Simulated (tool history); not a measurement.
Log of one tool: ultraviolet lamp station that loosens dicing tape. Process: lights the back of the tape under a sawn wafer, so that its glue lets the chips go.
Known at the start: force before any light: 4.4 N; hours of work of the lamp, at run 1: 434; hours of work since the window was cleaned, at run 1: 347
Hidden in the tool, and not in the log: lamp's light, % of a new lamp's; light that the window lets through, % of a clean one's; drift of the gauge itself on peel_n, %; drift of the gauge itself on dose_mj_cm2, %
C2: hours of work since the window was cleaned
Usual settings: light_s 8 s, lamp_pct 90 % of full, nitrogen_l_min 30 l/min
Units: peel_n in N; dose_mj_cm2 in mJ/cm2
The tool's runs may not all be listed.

Run 1, hour 0.0: usual settings; hours of work of the lamp 434; C2 347. Result: peel_n 0.512 N, dose_mj_cm2 505 mJ/cm2.
Run 2, hour 9.6: usual settings; hours of work of the lamp 442; C2 355. Result: peel_n 0.510 N, dose_mj_cm2 506 mJ/cm2.
Run 3, hour 15.6: usual settings; hours of work of the lamp 446; C2 360. Result: peel_n 0.514 N, dose_mj_cm2 500 mJ/cm2.
Run 4, hour 30.4: usual settings; hours of work of the lamp 458; C2 371. Result: peel_n 0.544 N, dose_mj_cm2 493 mJ/cm2.
Run 5, hour 41.4: usual settings; hours of work of the lamp 467; C2 380. Result: peel_n 0.530 N, dose_mj_cm2 492 mJ/cm2.
Run 6, hour 53.4: usual settings; hours of work of the lamp 476; C2 389. Result: peel_n 0.543 N, dose_mj_cm2 488 mJ/cm2.
Run 7, hour 63.5: usual settings; hours of work of the lamp 484; C2 397. Result: peel_n 0.548 N, dose_mj_cm2 485 mJ/cm2.
Run 8, hour 78.0: usual settings; hours of work of the lamp 496; C2 409. Result: peel_n 0.546 N, dose_mj_cm2 482 mJ/cm2.
Run 9, hour 84.6: usual settings but light_s 6 s, lamp_pct 62 % of full; hours of work of the lamp 501; C2 414. Result: peel_n 1.336 N, dose_mj_cm2 249 mJ/cm2.
Run 10, hour 98.8: usual settings but light_s 6 s, lamp_pct 62 % of full; hours of work of the lamp 512; C2 425. Result: peel_n 1.343 N, dose_mj_cm2 243 mJ/cm2.
Run 11, hour 111.6: usual settings but light_s 6 s, lamp_pct 67 % of full, nitrogen_l_min 19 l/min; hours of work of the lamp 522; C2 435. Result: peel_n 1.474 N, dose_mj_cm2 260 mJ/cm2.
Run 12, hour 122.0: usual settings but light_s 14 s, lamp_pct 73 % of full, nitrogen_l_min 23 l/min; hours of work of the lamp 530; C2 443. Result: peel_n 0.373 N, dose_mj_cm2 666 mJ/cm2.
Run 13, hour 128.8: usual settings but light_s 14 s, lamp_pct 73 % of full, nitrogen_l_min 23 l/min; hours of work of the lamp 535; C2 449. Result: peel_n 0.382 N, dose_mj_cm2 663 mJ/cm2.
Run 14, hour 136.3: usual settings but light_s 14 s, lamp_pct 73 % of full, nitrogen_l_min 23 l/min; hours of work of the lamp 541; C2 455. Result: peel_n 0.375 N, dose_mj_cm2 666 mJ/cm2.
Run 15, hour 148.8: usual settings but light_s 14 s, lamp_pct 73 % of full, nitrogen_l_min 23 l/min; hours of work of the lamp 551; C2 464. Result: peel_n 0.388 N, dose_mj_cm2 652 mJ/cm2.

Forecast each of these 3 alternatives for the next run:
Run A, hour 157.1: usual settings but lamp_pct 78 % of full; hours of work of the lamp 558; C2 471. Result: peel_n ?, dose_mj_cm2 ?.
Run B, hour 157.1: usual settings but light_s 11 s, lamp_pct 86 % of full, nitrogen_l_min 17 l/min; hours of work of the lamp 558; C2 471. Result: peel_n ?, dose_mj_cm2 ?.
Run C, hour 157.1: usual settings but light_s 6 s, lamp_pct 62 % of full, nitrogen_l_min 29 l/min; hours of work of the lamp 558; C2 471. Result: peel_n ?, dose_mj_cm2 ?.

run  peel_n  dose_mj_cm2
  A   0.743          399
  B   0.512          607
  C   1.453          237
Without the tool's hidden state the same runs would have given:
run  peel_n  dose_mj_cm2
  A   0.416          575
  B   0.292          872
  C   0.931          341
